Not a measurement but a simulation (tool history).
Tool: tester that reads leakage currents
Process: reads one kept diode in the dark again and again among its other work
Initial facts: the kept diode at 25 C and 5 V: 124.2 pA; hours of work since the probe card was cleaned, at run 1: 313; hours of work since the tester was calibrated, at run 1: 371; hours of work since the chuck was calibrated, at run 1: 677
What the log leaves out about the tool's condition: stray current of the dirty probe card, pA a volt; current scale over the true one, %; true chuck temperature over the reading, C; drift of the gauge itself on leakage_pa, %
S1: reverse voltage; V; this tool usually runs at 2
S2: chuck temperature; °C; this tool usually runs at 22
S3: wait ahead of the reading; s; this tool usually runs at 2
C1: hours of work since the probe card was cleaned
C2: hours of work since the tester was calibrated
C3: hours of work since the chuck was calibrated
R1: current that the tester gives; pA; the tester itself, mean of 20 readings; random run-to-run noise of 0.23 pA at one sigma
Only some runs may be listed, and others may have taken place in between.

Run 1, hour 0: usual settings; C1 313; C2 371; C3 677. Result: R1 71.89 pA.
Run 2, hour 32.1: usual settings; C1 330; C2 388; C3 694. Result: R1 71.59 pA.
Run 3, hour 67.1: usual settings; C1 349; C2 407; C3 712. Result: R1 71.11 pA.
Run 4, hour 97.7: usual settings but S1 2.02 V; C1 365; C2 423; C3 729. Result: R1 71.89 pA.
Run 5, hour 114.6: usual settings but S1 2.02 V, S2 29 °C; C1 374; C2 432; C3 737. Result: R1 122.86 pA.
Run 6, hour 139.1: usual settings but S1 2.02 V, S2 29 °C; C1 387; C2 445; C3 750. Result: R1 122.98 pA.
Run 7, hour 165.6: usual settings but S1 2.02 V, S2 29 °C; C1 401; C2 458; C3 764. Result: R1 122.4 pA.
Run 8, hour 191.7: usual settings but S1 2.02 V, S2 29 °C; C1 414; C2 472; C3 778. Result: R1 123.44 pA.
Run 9, hour 218.3: usual settings; C1 428; C2 486; C3 792. Result: R1 71.16 pA.
Run 10, hour 252.8: usual settings; C1 446; C2 504; C3 810. Result: R1 71.53 pA.
Run 11, hour 274.1: usual settings; C1 458; C2 516; C3 821. Result: R1 71.17 pA.
Run 12, hour 293.8: usual settings; C1 468; C2 526; C3 832. Result: R1 71.58 pA.
Run 13, hour 329.8: usual settings; C1 487; C2 545; C3 851. Result: R1 71.1 pA.
Run 14, hour 357.5: usual settings; C1 501; C2 559; C3 865. Result: R1 71 pA.
Run 15, hour 393: usual settings but S2 36 °C; C1 520; C2 578; C3 884. Result: R1 203.7 pA.
Run 16, hour 407.7: usual settings but S3 2.11 s; C1 528; C2 586; C3 891. Result: R1 71.3 pA.
Run 17, hour 437.3: usual settings but S3 2.11 s; C1 543; C2 601; C3 907. Result: R1 71.2 pA.
Run 18, hour 456.9: usual settings but S3 2.11 s; C1 554; C2 612; C3 917. Result: R1 70.88 pA.
At hour 462.5: probe card cleaned and baked.
Run 19, hour 480.2: usual settings but S1 17.45 V, S2 41 °C; C1 9; C2 622; C3 928. Result: R1 585.41 pA.
Run 20, hour 515.5: usual settings but S1 17.45 V, S2 41 °C; C1 28; C2 641; C3 947. Result: R1 586.87 pA.
Run 21, hour 541.7: usual settings but S1 3.58 V, S2 49 °C; C1 42; C2 655; C3 960. Result: R1 606.34 pA.
Run 22, hour 559: usual settings but S1 3.79 V, S2 41 °C, S3 6.28 s; C1 51; C2 664; C3 969. Result: R1 355.88 pA.
Run 23, hour 580.2: usual settings but S1 3.79 V, S2 41 °C, S3 6.28 s; C1 62; C2 675; C3 981. Result: R1 358.99 pA.
Run 24, hour 611: usual settings but S1 5.88 V, S2 38 °C, S3 4.48 s; C1 78; C2 691; C3 997. Result: R1 333.54 pA.
Run 25, hour 634.8: usual settings but S1 5.88 V, S2 38 °C, S3 4.48 s; C1 91; C2 704; C3 1009. Result: R1 332.15 pA.
At hour 657.5: probe card cleaned and baked, once more.
Run 26, hour 670.8: usual settings but S1 5.88 V, S2 38 °C, S3 4.48 s; C1 7; C2 721; C3 1027. Result: R1 329.51 pA.
Run 27, hour 697.6: usual settings but S1 5.88 V, S2 38 °C, S3 4.48 s; C1 21; C2 735; C3 1041. Result: R1 328.92 pA.
Run 28, hour 714.6: usual settings but S1 5.88 V, S2 38 °C, S3 4.48 s; C1 30; C2 744; C3 1050. Result: R1 329.65 pA.
Run 29, hour 736.4: usual settings but S2 53 °C, S3 1.08 s; C1 41; C2 755; C3 1061. Result: R1 653.25 pA.
Run 30, hour 760.1: usual settings but S2 53 °C, S3 1.08 s; C1 54; C2 768; C3 1074. Result: R1 653.35 pA.
Run 31, hour 786.6: usual settings but S1 1.06 V, S2 40 °C, S3 5.28 s; C1 68; C2 782; C3 1087. Result: R1 219.37 pA.

Subtracting, for every run, the result it would have given without the tool's unlogged condition from the measured result gives the following. The same run-to-run variation enters both numbers; the gauge's scatter may not:
run      R1
  1   -2.07
  2    -2.1
  3   -2.12
  4   -2.17
  5   -3.89
  6   -3.96
  7   -3.99
  8   -4.08
  9   -2.28
 10   -2.34
 11   -2.35
 12   -2.38
 13   -2.41
 14   -2.45
 15   -7.62
 16   -2.52
 17   -2.55
 18   -2.57
 19   -15.6
 20  -15.89
 21  -22.77
 22  -13.44
 23  -13.71
 24  -11.97
 25  -12.04
 26  -15.33
 27  -15.46
 28  -15.58
 29  -28.29
 30  -28.64
 31  -10.64
